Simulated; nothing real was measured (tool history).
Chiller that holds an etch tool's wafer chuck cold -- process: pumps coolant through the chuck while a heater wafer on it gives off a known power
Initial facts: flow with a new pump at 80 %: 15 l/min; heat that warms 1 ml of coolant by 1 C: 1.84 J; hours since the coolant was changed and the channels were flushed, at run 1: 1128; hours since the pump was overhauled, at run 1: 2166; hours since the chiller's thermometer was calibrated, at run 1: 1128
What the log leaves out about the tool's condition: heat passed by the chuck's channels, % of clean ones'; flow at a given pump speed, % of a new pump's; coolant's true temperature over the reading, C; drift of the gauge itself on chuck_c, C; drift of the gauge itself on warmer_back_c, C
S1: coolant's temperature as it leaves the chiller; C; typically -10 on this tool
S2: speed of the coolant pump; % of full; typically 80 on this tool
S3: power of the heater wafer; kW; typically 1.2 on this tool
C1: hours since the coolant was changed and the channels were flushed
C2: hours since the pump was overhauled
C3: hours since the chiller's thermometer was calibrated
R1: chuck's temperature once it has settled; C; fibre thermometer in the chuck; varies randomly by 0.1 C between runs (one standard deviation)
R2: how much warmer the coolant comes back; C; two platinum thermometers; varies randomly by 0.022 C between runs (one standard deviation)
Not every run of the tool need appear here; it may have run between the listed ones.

{"run": 1, "hour": 0.0, "S1": -10, "S2": 80, "S3": 1.2, "C1": 1128, "C2": 2166, "C3": 1128, "R1": -0.8, "R2": 2.59}
{"run": 2, "hour": 32.4, "S1": -10, "S2": 80, "S3": 1.2, "C1": 1161, "C2": 2198, "C3": 1161, "R1": -0.8, "R2": 2.59}
{"run": 3, "hour": 55.6, "S1": -10, "S2": 79, "S3": 1.2, "C1": 1184, "C2": 2221, "C3": 1184, "R1": -0.8, "R2": 2.65}
{"run": 4, "hour": 73.7, "S1": -10, "S2": 79, "S3": 1.2, "C1": 1202, "C2": 2239, "C3": 1202, "R1": -0.8, "R2": 2.66}
{"run": 5, "hour": 108.2, "S1": -10, "S2": 91, "S3": 1.2, "C1": 1236, "C2": 2274, "C3": 1236, "R1": -1.5, "R2": 2.29}
{"run": 6, "hour": 142.5, "S1": -10, "S2": 80, "S3": 1.2, "C1": 1271, "C2": 2308, "C3": 1271, "R1": -0.9, "R2": 2.59}
{"run": 7, "hour": 166.5, "S1": -10, "S2": 80, "S3": 1.2, "C1": 1295, "C2": 2332, "C3": 1295, "R1": -0.7, "R2": 2.61}
{"run": 8, "hour": 194.7, "S1": -10, "S2": 80, "S3": 0.818, "C1": 1323, "C2": 2360, "C3": 1323, "R1": -3.9, "R2": 1.82}
{"run": 9, "hour": 230.2, "S1": -10, "S2": 80, "S3": 1.2, "C1": 1358, "C2": 2396, "C3": 1358, "R1": -0.8, "R2": 2.64}
{"run": 10, "hour": 260.2, "S1": -10, "S2": 80, "S3": 1.2, "C1": 1388, "C2": 2426, "C3": 1388, "R1": -0.8, "R2": 2.6}
{"run": 11, "hour": 288.8, "S1": -10, "S2": 80, "S3": 1.2, "C1": 1417, "C2": 2455, "C3": 1417, "R1": -1.1, "R2": 2.55}
{"run": 12, "hour": 324.5, "S1": -10, "S2": 80, "S3": 1.2, "C1": 1453, "C2": 2490, "C3": 1453, "R1": -0.8, "R2": 2.61}
{"run": 13, "hour": 347.2, "S1": -10, "S2": 80, "S3": 1.2, "C1": 1475, "C2": 2513, "C3": 1475, "R1": -0.9, "R2": 2.6}
{"run": 14, "hour": 369.4, "S1": -10, "S2": 80, "S3": 1.2, "C1": 1498, "C2": 2535, "C3": 1498, "R1": -1, "R2": 2.6}
{"run": 15, "hour": 403.7, "S1": -10, "S2": 80, "S3": 0.799, "C1": 1532, "C2": 2569, "C3": 1532, "R1": -4, "R2": 1.7}
{"run": 16, "hour": 430.9, "S1": -10, "S2": 80, "S3": 0.799, "C1": 1559, "C2": 2597, "C3": 1559, "R1": -3.9, "R2": 1.73}
{"run": 17, "hour": 465.7, "S1": -10, "S2": 80, "S3": 0.799, "C1": 1594, "C2": 2631, "C3": 1594, "R1": -4, "R2": 1.73}
{"run": 18, "hour": 497.1, "S1": -15, "S2": 80, "S3": 0.772, "C1": 1625, "C2": 2663, "C3": 1625, "R1": -9.2, "R2": 1.68}
{"run": 19, "hour": 525.8, "S1": 0, "S2": 67, "S3": 0.604, "C1": 1654, "C2": 2692, "C3": 1654, "R1": 5.1, "R2": 1.56}
{"run": 20, "hour": 540.3, "S1": -10, "S2": 95, "S3": 0.607, "C1": 1668, "C2": 2706, "C3": 1668, "R1": -5.9, "R2": 1.11}
{"run": 21, "hour": 572.5, "S1": -10, "S2": 95, "S3": 0.607, "C1": 1701, "C2": 2738, "C3": 1701, "R1": -5.9, "R2": 1.13}
{"run": 22, "hour": 605.7, "S1": -10, "S2": 95, "S3": 0.607, "C1": 1734, "C2": 2771, "C3": 1734, "R1": -5.9, "R2": 1.14}
{"run": 23, "hour": 627.9, "S1": -19, "S2": 92, "S3": 0.981, "C1": 1756, "C2": 2794, "C3": 1756, "R1": -12.2, "R2": 1.83}
{"run": 24, "hour": 648.5, "S1": -8, "S2": 64, "S3": 1.43, "C1": 1777, "C2": 2814, "C3": 1777, "R1": 4.6, "R2": 3.88}
{"run": 25, "hour": 666.3, "S1": -8, "S2": 64, "S3": 1.43, "C1": 1794, "C2": 2832, "C3": 1794, "R1": 4.6, "R2": 3.89}
{"run": 26, "hour": 702.1, "S1": -2, "S2": 97, "S3": 1.561, "C1": 1830, "C2": 2868, "C3": 1830, "R1": 8.4, "R2": 2.78}
{"run": 27, "hour": 734.0, "S1": -10, "S2": 70, "S3": 0.809, "C1": 1862, "C2": 2900, "C3": 1862, "R1": -3.4, "R2": 2.03}
{"run": 28, "hour": 761.9, "S1": -2, "S2": 61, "S3": 0.626, "C1": 1890, "C2": 2928, "C3": 1890, "R1": 3.6, "R2": 1.8}
{"run": 29, "hour": 778.0, "S1": -2, "S2": 61, "S3": 0.626, "C1": 1906, "C2": 2944, "C3": 1906, "R1": 3.6, "R2": 1.79}
{"run": 30, "hour": 799.8, "S1": -8, "S2": 89, "S3": 1.71, "C1": 1928, "C2": 2966, "C3": 1928, "R1": 4.3, "R2": 3.33}

Here are 3 independent what-if runs from the current tool condition. What would each one return?
{"run": "A", "hour": 824.6, "S1": -5, "S2": 77, "S3": 1.236, "C1": 1953, "C2": 2990, "C3": 1953, "R1": "?", "R2": "?"}
{"run": "B", "hour": 824.6, "S1": -10, "S2": 80, "S3": 1.305, "C1": 1953, "C2": 2990, "C3": 1953, "R1": "?", "R2": "?"}
{"run": "C", "hour": 824.6, "S1": -16, "S2": 63, "S3": 1.2, "C1": 1953, "C2": 2990, "C3": 1953, "R1": "?", "R2": "?"}

run=A R1=4.7 R2=2.76
run=B R1=-0.1 R2=2.87
run=C R1=-5.4 R2=3.36
With no hidden state in the tool, these same runs would have given:
run=A R1=4.7 R2=2.75
run=B R1=-0.2 R2=2.86
run=C R1=-5.4 R2=3.35
